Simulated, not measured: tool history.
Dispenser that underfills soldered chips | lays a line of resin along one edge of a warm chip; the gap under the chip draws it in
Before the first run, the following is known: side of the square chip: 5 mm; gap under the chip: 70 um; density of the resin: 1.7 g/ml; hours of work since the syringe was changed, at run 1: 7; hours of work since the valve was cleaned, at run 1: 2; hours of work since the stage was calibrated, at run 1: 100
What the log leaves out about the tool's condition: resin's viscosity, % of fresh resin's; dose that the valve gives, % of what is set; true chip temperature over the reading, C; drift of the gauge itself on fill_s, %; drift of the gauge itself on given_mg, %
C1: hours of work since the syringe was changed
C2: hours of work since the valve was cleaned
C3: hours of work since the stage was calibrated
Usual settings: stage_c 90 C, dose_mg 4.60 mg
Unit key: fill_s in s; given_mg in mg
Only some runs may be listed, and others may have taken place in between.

run 1 day=0.000 | stage_c=90 dose_mg=4.60 | C1=7 C2=2 C3=100 | fill_s=15.3 given_mg=4.62
-- day=0.133 new syringe of resin
run 2 day=0.162 | stage_c=90 dose_mg=4.60 | C1=1 C2=5 C3=103 | fill_s=11.7 given_mg=4.62
run 3 day=0.300 | stage_c=103 dose_mg=4.60 | C1=3 C2=7 C3=105 | fill_s=9.0 given_mg=4.59
run 4 day=0.558 | stage_c=90 dose_mg=5.08 | C1=7 C2=12 C3=109 | fill_s=15.5 given_mg=5.04
-- day=0.662 new syringe of resin
run 5 day=0.729 | stage_c=90 dose_mg=5.08 | C1=1 C2=14 C3=112 | fill_s=11.8 given_mg=5.04
run 6 day=0.933 | stage_c=90 dose_mg=5.58 | C1=5 C2=18 C3=116 | fill_s=13.7 given_mg=5.54
run 7 day=1.171 | stage_c=90 dose_mg=5.58 | C1=9 C2=22 C3=120 | fill_s=17.0 given_mg=5.53
-- day=1.204 new syringe of resin
run 8 day=1.379 | stage_c=90 dose_mg=4.60 | C1=3 C2=25 C3=123 | fill_s=12.8 given_mg=4.52
run 9 day=1.617 | stage_c=90 dose_mg=4.92 | C1=7 C2=29 C3=127 | fill_s=16.0 given_mg=4.81
-- day=1.733 new syringe of resin
run 10 day=1.754 | stage_c=90 dose_mg=4.92 | C1=0 C2=31 C3=129 | fill_s=11.5 given_mg=4.80
run 11 day=1.988 | stage_c=90 dose_mg=4.92 | C1=4 C2=35 C3=133 | fill_s=14.1 given_mg=4.83
run 12 day=2.212 | stage_c=90 dose_mg=4.92 | C1=8 C2=39 C3=137 | fill_s=16.1 given_mg=4.81
-- day=2.275 new syringe of resin
run 13 day=2.354 | stage_c=90 dose_mg=4.92 | C1=1 C2=41 C3=139 | fill_s=11.8 given_mg=4.79
run 14 day=2.588 | stage_c=90 dose_mg=4.92 | C1=5 C2=45 C3=143 | fill_s=14.8 given_mg=4.77
run 15 day=2.708 | stage_c=77 dose_mg=4.23 | C1=7 C2=47 C3=145 | fill_s=25.4 given_mg=4.11
-- day=2.812 new syringe of resin
run 16 day=2.971 | stage_c=80 dose_mg=5.24 | C1=3 C2=51 C3=149 | fill_s=16.9 given_mg=5.05
run 17 day=3.221 | stage_c=80 dose_mg=4.74 | C1=7 C2=56 C3=153 | fill_s=21.7 given_mg=4.55
-- day=3.350 new syringe of resin
run 18 day=3.404 | stage_c=89 dose_mg=5.49 | C1=1 C2=58 C3=156 | fill_s=11.9 given_mg=5.26
run 19 day=3.671 | stage_c=87 dose_mg=4.58 | C1=5 C2=63 C3=161 | fill_s=16.4 given_mg=4.37
-- day=3.858 dispensing valve cleaned and set on the balance
run 20 day=3.892 | stage_c=75 dose_mg=5.97 | C1=8 C2=1 C3=164 | fill_s=26.7 given_mg=5.99
-- day=3.925 new syringe of resin
run 21 day=4.092 | stage_c=94 dose_mg=4.14 | C1=3 C2=4 C3=167 | fill_s=11.5 given_mg=4.13
run 22 day=4.300 | stage_c=93 dose_mg=4.80 | C1=6 C2=7 C3=171 | fill_s=14.1 given_mg=4.74
run 23 day=4.408 | stage_c=93 dose_mg=4.80 | C1=8 C2=9 C3=172 | fill_s=16.2 given_mg=4.72
-- day=4.462 new syringe of resin
run 24 day=4.542 | stage_c=93 dose_mg=4.80 | C1=1 C2=11 C3=174 | fill_s=11.5 given_mg=4.75
run 25 day=4.742 | stage_c=86 dose_mg=5.34 | C1=5 C2=14 C3=178 | fill_s=15.9 given_mg=5.21
-- day=4.996 new syringe of resin
run 26 day=4.996 | stage_c=87 dose_mg=5.09 | C1=0 C2=19 C3=182 | fill_s=12.1 given_mg=5.00
run 27 day=5.200 | stage_c=90 dose_mg=5.99 | C1=3 C2=22 C3=185 | fill_s=12.8 given_mg=5.88

Consider 3 possible next runs. They are alternatives, not a sequence: every one starts from the tool as it was left by run 27. What does each give?
run A day=5.383 | stage_c=90 dose_mg=5.61 | C1=7 C2=25 C3=188 | fill_s=? given_mg=?
run B day=5.383 | stage_c=103 dose_mg=5.73 | C1=7 C2=25 C3=188 | fill_s=? given_mg=?
run C day=5.383 | stage_c=97 dose_mg=5.53 | C1=7 C2=25 C3=188 | fill_s=? given_mg=?

run=A fill_s=14.5 given_mg=5.48
run=B fill_s=10.0 given_mg=5.61
run=C fill_s=12.1 given_mg=5.45
What these runs would have given with no unlogged condition in the tool:
run=A fill_s=11.3 given_mg=5.60
run=B fill_s=7.8 given_mg=5.73
run=C fill_s=9.5 given_mg=5.57
